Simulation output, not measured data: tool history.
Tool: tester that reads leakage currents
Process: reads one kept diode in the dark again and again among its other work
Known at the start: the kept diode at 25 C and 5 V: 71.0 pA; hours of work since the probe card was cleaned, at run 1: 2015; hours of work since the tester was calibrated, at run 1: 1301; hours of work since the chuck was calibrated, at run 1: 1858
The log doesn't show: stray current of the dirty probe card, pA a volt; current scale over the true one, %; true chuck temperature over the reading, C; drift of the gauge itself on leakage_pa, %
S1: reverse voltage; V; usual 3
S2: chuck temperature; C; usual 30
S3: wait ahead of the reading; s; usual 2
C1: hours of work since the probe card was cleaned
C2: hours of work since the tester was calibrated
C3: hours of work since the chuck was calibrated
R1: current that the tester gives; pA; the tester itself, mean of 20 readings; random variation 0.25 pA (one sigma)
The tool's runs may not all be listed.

| run | hour | S1 | S2 | S3 | C1 | C2 | C3 | R1 |
|---|---|---|---|---|---|---|---|---|
| 1 | 0 | 3 | 30 | 2 | 2015 | 1301 | 1858 | 91.04 |
| 2 | 41.9 | 3 | 30 | 2 | 2048 | 1334 | 1890 | 90.44 |
| 3 | 87.6 | 1.15 | 30 | 2 | 2083 | 1369 | 1926 | 60.06 |
| 4 | 110.6 | 8.93 | 30 | 2 | 2101 | 1387 | 1944 | 146.76 |
| 5 | 135.1 | 3 | 30 | 2 | 2120 | 1406 | 1963 | 91.14 |
| 6 | 173.5 | 3 | 30 | 2 | 2150 | 1436 | 1993 | 91.48 |
| 7 | 221 | 3 | 30 | 2 | 2187 | 1473 | 2030 | 91.18 |
| 8 | 262.5 | 3.08 | 30 | 2 | 2219 | 1505 | 2062 | 92.71 |
| 9 | 299.5 | 3.08 | 26 | 2 | 2248 | 1534 | 2091 | 71.14 |
| 10 | 349.6 | 3.08 | 26 | 2 | 2287 | 1573 | 2130 | 70.82 |
|  | 379.6 | probe card cleaned and baked |
| 11 | 403.2 | 3.08 | 26 | 6.68 | 18 | 1612 | 2169 | 68.49 |
| 12 | 438.7 | 3.08 | 26 | 6.68 | 46 | 1640 | 2197 | 68.84 |
| 13 | 473 | 3 | 30 | 2 | 73 | 1667 | 2223 | 89.67 |
| 14 | 502.5 | 3 | 50 | 2 | 96 | 1690 | 2246 | 331.63 |
| 15 | 553.6 | 3 | 21 | 2 | 135 | 1729 | 2286 | 47.52 |
| 16 | 579.3 | 14.5 | 30 | 2 | 155 | 1749 | 2306 | 176.41 |
|  | 584 | chuck's temperature calibrated |
| 17 | 637.3 | 14.5 | 30 | 2 | 199 | 1793 | 41 | 185.01 |
| 18 | 690.9 | 14.5 | 30 | 2 | 241 | 1835 | 83 | 183.46 |
| 19 | 732.8 | 3 | 30 | 2 | 273 | 1867 | 116 | 94.4 |
| 20 | 761.6 | 1.31 | 30 | 2 | 296 | 1890 | 138 | 67.03 |
| 21 | 802.1 | 1.31 | 30 | 2 | 327 | 1921 | 170 | 67.33 |
|  | 848.4 | chuck's temperature calibrated, once more |
| 22 | 855.3 | 1.43 | 30 | 1.65 | 367 | 1961 | 5 | 61.58 |
| 23 | 890 | 3.41 | 32 | 4.08 | 394 | 1988 | 32 | 101.07 |
| 24 | 922.7 | 3.41 | 32 | 4.08 | 419 | 2013 | 58 | 101.9 |
| 25 | 951.7 | 8.34 | 30 | 4.65 | 442 | 2036 | 80 | 130.19 |
| 26 | 1002.7 | 8.34 | 27 | 0.71 | 482 | 2076 | 120 | 106.95 |
| 27 | 1030.6 | 1.82 | 57 | 2 | 503 | 2097 | 142 | 385.31 |
| 28 | 1075.4 | 1.82 | 57 | 2 | 538 | 2132 | 177 | 386.77 |
| 29 | 1124.2 | 6.27 | 26 | 0.35 | 576 | 2170 | 215 | 89.6 |
| 30 | 1154.9 | 6.27 | 26 | 0.35 | 600 | 2194 | 239 | 90.57 |
| 31 | 1194.4 | 3 | 44 | 0.83 | 631 | 2225 | 269 | 215.61 |
| 32 | 1229.1 | 7.19 | 58 | 2 | 658 | 2252 | 296 | 729.57 |
| 33 | 1260.9 | 7.19 | 58 | 2 | 683 | 2276 | 321 | 728.88 |
| 34 | 1305.7 | 3 | 30 | 2.69 | 717 | 2311 | 356 | 84.82 |
| 35 | 1345.6 | 3 | 30 | 0.53 | 748 | 2342 | 387 | 86.11 |
| 36 | 1376.4 | 2.59 | 30 | 5.82 | 772 | 2366 | 411 | 80.59 |
| 37 | 1400.4 | 2.59 | 30 | 5.82 | 791 | 2385 | 430 | 80.48 |
| 38 | 1437.5 | 19.81 | 30 | 0.31 | 820 | 2414 | 458 | 202.43 |
| 39 | 1486.8 | 3 | 52 | 5.92 | 858 | 2452 | 497 | 359.02 |

Forecast each of these 4 alternatives for the next run:
| A | 1509.8 | 3 | 32 | 0.37 | 876 | 2470 | 515 | ? |
| B | 1509.8 | 11.73 | 32 | 1.17 | 876 | 2470 | 515 | ? |
| C | 1509.8 | 4.03 | 48 | 4.9 | 876 | 2470 | 515 | ? |
| D | 1509.8 | 9.93 | 35 | 5.92 | 876 | 2470 | 515 | ? |

| run | R1 |
|---|---|
| A | 100.01 |
| B | 178.47 |
| C | 315.12 |
| D | 200.06 |
Without the tool's hidden state the same runs would have given:
| run | R1 |
|---|---|
| A | 95.49 |
| B | 168.37 |
| C | 303.27 |
| D | 189.83 |

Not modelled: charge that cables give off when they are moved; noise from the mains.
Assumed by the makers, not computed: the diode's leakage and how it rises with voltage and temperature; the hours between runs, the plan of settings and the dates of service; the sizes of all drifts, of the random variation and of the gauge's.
